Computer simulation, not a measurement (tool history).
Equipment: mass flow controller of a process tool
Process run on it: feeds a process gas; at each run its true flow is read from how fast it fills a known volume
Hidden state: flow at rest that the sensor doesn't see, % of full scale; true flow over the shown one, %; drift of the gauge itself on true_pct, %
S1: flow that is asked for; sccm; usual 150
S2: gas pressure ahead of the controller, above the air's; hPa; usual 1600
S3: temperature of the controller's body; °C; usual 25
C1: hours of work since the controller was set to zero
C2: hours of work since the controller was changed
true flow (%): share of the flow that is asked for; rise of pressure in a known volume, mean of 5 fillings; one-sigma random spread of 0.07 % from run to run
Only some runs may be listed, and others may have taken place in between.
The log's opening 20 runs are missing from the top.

run 21 hour=1820.6 | S1=150 S2=2270 S3=25 | C1=4638 C2=4638 | true_flow_(%)=98.85
run 22 hour=1886 | S1=150 S2=2270 S3=25 | C1=4690 C2=4690 | true_flow_(%)=99.05
run 23 hour=1970.9 | S1=197 S2=2210 S3=24 | C1=4756 C2=4756 | true_flow_(%)=99.32
run 24 hour=2045.2 | S1=88 S2=2730 S3=25 | C1=4814 C2=4814 | true_flow_(%)=99.28
run 25 hour=2095.9 | S1=74 S2=1800 S3=33 | C1=4854 C2=4854 | true_flow_(%)=97.97
run 26 hour=2189.2 | S1=74 S2=1800 S3=33 | C1=4927 C2=4927 | true_flow_(%)=98.17
run 27 hour=2270.4 | S1=150 S2=1600 S3=26 | C1=4991 C2=4991 | true_flow_(%)=98.9
run 28 hour=2356 | S1=184 S2=2780 S3=25 | C1=5058 C2=5058 | true_flow_(%)=99.99
run 29 hour=2439.3 | S1=150 S2=1600 S3=35 | C1=5123 C2=5123 | true_flow_(%)=98.47
run 30 hour=2535 | S1=150 S2=2040 S3=36 | C1=5198 C2=5198 | true_flow_(%)=98.78
run 31 hour=2608.9 | S1=120 S2=2110 S3=33 | C1=5256 C2=5256 | true_flow_(%)=99.01
run 32 hour=2687.2 | S1=81 S2=2320 S3=34 | C1=5317 C2=5317 | true_flow_(%)=99.12

Predict the results of run 33:
-- hour=2719.6 gauge calibrated
run 33 hour=2763.6 | S1=81 S2=2320 S3=34 | C1=5377 C2=5377 | true_flow_(%)=?

{"run 33": {"true flow (%)": 97.66}}
Were there no unlogged condition in the tool, this run, its random variation unchanged, would have produced true flow (%) 97.56.
